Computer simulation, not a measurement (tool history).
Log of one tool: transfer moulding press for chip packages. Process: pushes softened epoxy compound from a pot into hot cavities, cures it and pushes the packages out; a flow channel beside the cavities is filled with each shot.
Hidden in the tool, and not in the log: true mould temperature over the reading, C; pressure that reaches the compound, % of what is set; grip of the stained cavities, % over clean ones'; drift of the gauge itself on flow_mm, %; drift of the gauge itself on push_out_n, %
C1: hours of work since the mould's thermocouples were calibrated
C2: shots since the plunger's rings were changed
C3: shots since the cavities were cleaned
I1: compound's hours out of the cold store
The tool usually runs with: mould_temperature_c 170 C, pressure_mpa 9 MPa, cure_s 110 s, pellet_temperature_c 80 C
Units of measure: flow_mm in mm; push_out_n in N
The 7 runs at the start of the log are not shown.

{"run": 8, "hour": 56.1, "mould_temperature_c": 170, "pressure_mpa": 9, "cure_s": 110, "pellet_temperature_c": 80, "C1": 91, "C2": 4089, "C3": 737, "I1": 32.4, "flow_mm": 638, "push_out_n": 524}
{"run": 9, "hour": 65.6, "mould_temperature_c": 170, "pressure_mpa": 9, "cure_s": 97, "pellet_temperature_c": 80, "C1": 96, "C2": 4176, "C3": 824, "I1": 46.7, "flow_mm": 620, "push_out_n": 709}
{"run": 10, "hour": 72.6, "mould_temperature_c": 170, "pressure_mpa": 9, "cure_s": 97, "pellet_temperature_c": 80, "C1": 99, "C2": 4241, "C3": 889, "I1": 23.3, "flow_mm": 655, "push_out_n": 747}
{"run": 11, "hour": 79.0, "mould_temperature_c": 170, "pressure_mpa": 9, "cure_s": 97, "pellet_temperature_c": 80, "C1": 103, "C2": 4300, "C3": 948, "I1": 37.2, "flow_mm": 635, "push_out_n": 717}
{"run": 12, "hour": 85.3, "mould_temperature_c": 170, "pressure_mpa": 9, "cure_s": 97, "pellet_temperature_c": 80, "C1": 106, "C2": 4358, "C3": 1006, "I1": 22, "flow_mm": 646, "push_out_n": 729}
{"run": 13, "hour": 94.0, "mould_temperature_c": 170, "pressure_mpa": 9, "cure_s": 97, "pellet_temperature_c": 80, "C1": 111, "C2": 4438, "C3": 1086, "I1": 11.8, "flow_mm": 677, "push_out_n": 754}
{"hour": 97.4, "done": "cavities cleaned with cleaning compound and waxed"}
{"run": 14, "hour": 103.3, "mould_temperature_c": 170, "pressure_mpa": 9, "cure_s": 97, "pellet_temperature_c": 80, "C1": 115, "C2": 4511, "C3": 55, "I1": 22.2, "flow_mm": 660, "push_out_n": 745}
{"run": 15, "hour": 112.8, "mould_temperature_c": 170, "pressure_mpa": 9, "cure_s": 97, "pellet_temperature_c": 80, "C1": 120, "C2": 4598, "C3": 142, "I1": 47.6, "flow_mm": 620, "push_out_n": 676}
{"run": 16, "hour": 118.1, "mould_temperature_c": 170, "pressure_mpa": 9, "cure_s": 97, "pellet_temperature_c": 80, "C1": 122, "C2": 4647, "C3": 191, "I1": 39.8, "flow_mm": 631, "push_out_n": 714}
{"run": 17, "hour": 123.9, "mould_temperature_c": 173, "pressure_mpa": 9, "cure_s": 97, "pellet_temperature_c": 80, "C1": 125, "C2": 4701, "C3": 245, "I1": 23.8, "flow_mm": 651, "push_out_n": 565}
{"run": 18, "hour": 132.9, "mould_temperature_c": 173, "pressure_mpa": 9, "cure_s": 97, "pellet_temperature_c": 80, "C1": 130, "C2": 4784, "C3": 328, "I1": 45.7, "flow_mm": 609, "push_out_n": 574}
{"run": 19, "hour": 139.2, "mould_temperature_c": 172, "pressure_mpa": 9.42, "cure_s": 106, "pellet_temperature_c": 77, "C1": 133, "C2": 4842, "C3": 386, "I1": 32, "flow_mm": 659, "push_out_n": 525}
{"run": 20, "hour": 146.6, "mould_temperature_c": 175, "pressure_mpa": 8.91, "cure_s": 97, "pellet_temperature_c": 86, "C1": 137, "C2": 4910, "C3": 454, "I1": 34.2, "flow_mm": 621, "push_out_n": 495}
{"run": 21, "hour": 155.6, "mould_temperature_c": 173, "pressure_mpa": 9, "cure_s": 90, "pellet_temperature_c": 80, "C1": 142, "C2": 4993, "C3": 537, "I1": 31.9, "flow_mm": 632, "push_out_n": 705}
{"run": 22, "hour": 160.2, "mould_temperature_c": 173, "pressure_mpa": 9, "cure_s": 90, "pellet_temperature_c": 80, "C1": 144, "C2": 5036, "C3": 580, "I1": 10, "flow_mm": 668, "push_out_n": 711}
{"run": 23, "hour": 167.3, "mould_temperature_c": 173, "pressure_mpa": 9, "cure_s": 90, "pellet_temperature_c": 80, "C1": 148, "C2": 5101, "C3": 645, "I1": 36.2, "flow_mm": 627, "push_out_n": 650}
{"run": 24, "hour": 177.4, "mould_temperature_c": 169, "pressure_mpa": 9, "cure_s": 110, "pellet_temperature_c": 73, "C1": 153, "C2": 5195, "C3": 739, "I1": 28.6, "flow_mm": 652, "push_out_n": 621}
{"run": 25, "hour": 187.8, "mould_temperature_c": 171, "pressure_mpa": 9.59, "cure_s": 110, "pellet_temperature_c": 72, "C1": 159, "C2": 5290, "C3": 834, "I1": 29.5, "flow_mm": 664, "push_out_n": 513}
{"run": 26, "hour": 197.9, "mould_temperature_c": 170, "pressure_mpa": 9, "cure_s": 101, "pellet_temperature_c": 80, "C1": 164, "C2": 5384, "C3": 928, "I1": 17.4, "flow_mm": 671, "push_out_n": 677}
{"run": 27, "hour": 206.0, "mould_temperature_c": 174, "pressure_mpa": 9.47, "cure_s": 110, "pellet_temperature_c": 89, "C1": 168, "C2": 5458, "C3": 1002, "I1": 24.4, "flow_mm": 664, "push_out_n": 421}
{"run": 28, "hour": 214.9, "mould_temperature_c": 174, "pressure_mpa": 9.47, "cure_s": 110, "pellet_temperature_c": 89, "C1": 173, "C2": 5541, "C3": 1085, "I1": 13, "flow_mm": 690, "push_out_n": 428}
{"hour": 218.6, "done": "cavities cleaned with cleaning compound and waxed"}
{"run": 29, "hour": 224.9, "mould_temperature_c": 174, "pressure_mpa": 9.47, "cure_s": 110, "pellet_temperature_c": 89, "C1": 177, "C2": 5620, "C3": 59, "I1": 44.8, "flow_mm": 628, "push_out_n": 424}
{"run": 30, "hour": 230.4, "mould_temperature_c": 162, "pressure_mpa": 9.47, "cure_s": 110, "pellet_temperature_c": 89, "C1": 180, "C2": 5671, "C3": 110, "I1": 20.1, "flow_mm": 696, "push_out_n": 1063}

Below are 3 alternative next runs, each starting from the tool's condition after run 30. Predict each:
{"run": "A", "hour": 236.5, "mould_temperature_c": 162, "pressure_mpa": 9.04, "cure_s": 110, "pellet_temperature_c": 77, "C1": 183, "C2": 5727, "C3": 166, "I1": 44.9, "flow_mm": "?", "push_out_n": "?"}
{"run": "B", "hour": 236.5, "mould_temperature_c": 173, "pressure_mpa": 9.47, "cure_s": 110, "pellet_temperature_c": 81, "C1": 183, "C2": 5727, "C3": 166, "I1": 10.6, "flow_mm": "?", "push_out_n": "?"}
{"run": "C", "hour": 236.5, "mould_temperature_c": 170, "pressure_mpa": 6.94, "cure_s": 107, "pellet_temperature_c": 80, "C1": 183, "C2": 5727, "C3": 166, "I1": 36.3, "flow_mm": "?", "push_out_n": "?"}

run=A flow_mm=636 push_out_n=971
run=B flow_mm=698 push_out_n=459
run=C flow_mm=547 push_out_n=568
Stripped of hidden state, with their random variation kept, the same runs would have yielded:
run=A flow_mm=636 push_out_n=970
run=B flow_mm=698 push_out_n=458
run=C flow_mm=547 push_out_n=567
